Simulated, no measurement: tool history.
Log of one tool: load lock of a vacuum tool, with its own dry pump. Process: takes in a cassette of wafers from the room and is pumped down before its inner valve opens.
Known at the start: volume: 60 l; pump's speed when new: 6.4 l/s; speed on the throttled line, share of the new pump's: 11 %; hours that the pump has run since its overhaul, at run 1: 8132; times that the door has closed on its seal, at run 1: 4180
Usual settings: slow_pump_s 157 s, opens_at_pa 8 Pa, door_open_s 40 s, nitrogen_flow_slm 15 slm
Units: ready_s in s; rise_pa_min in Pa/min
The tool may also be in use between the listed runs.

run,day,slow_pump_s,opens_at_pa,door_open_s,nitrogen_flow_slm,hours that the pump has run since its overhaul,times that the door has closed on its seal,"incoming humidity of the room's air, %",ready_s,rise_pa_min
1,0,157,8,40,15,8132,4180,46.9,230.2,0.038
2,6.492,157,8,40,15,8288,4702,45.7,230.7,0.048
3,14.383,157,8,40,15,8477,5336,41.5,231.3,0.047
4,21.792,157,8,40,15,8655,5932,46.2,231,0.057
5,30.921,157,8,40,15,8874,6665,43.6,231.2,0.06
6,38.529,157,8,40,15,9057,7277,43,231.8,0.06
7,47.55,157,8,183,15,9273,8002,47.8,232.5,0.086
8,52.808,157,8,183,15,9399,8424,45.8,230.1,0.09
9,60.854,152,15,40,15,9593,9071,42.7,221.5,0.078
10,65.812,98,8,58,15,9712,9469,42.6,180.3,0.08
11,73.958,98,7,29,26,9907,10124,40.9,182.4,0.082
12,81.788,265,14,40,5,10095,10753,43.7,321.5,0.1
13,86.558,147,9,33,15,10209,11137,46.5,222,0.098

Forecast each of these 5 alternatives for the next run:
A,94.529,144,8,114,28,10401,11777,46.5,?,?
B,94.529,213,9,66,15,10401,11777,46.3,?,?
C,94.529,132,8,89,15,10401,11777,49.5,?,?
D,94.529,147,7,28,15,10401,11777,49.6,?,?
E,94.529,157,13,47,22,10401,11777,45,?,?

run,ready_s,rise_pa_min
A,220,0.112
B,281.1,0.106
C,210,0.114
D,225.1,0.104
E,227.1,0.104
Without the tool's hidden state the same runs would have given:
run,ready_s,rise_pa_min
A,215.5,0.025
B,277.1,0.021
C,205.4,0.027
D,220.3,0.018
E,223,0.017
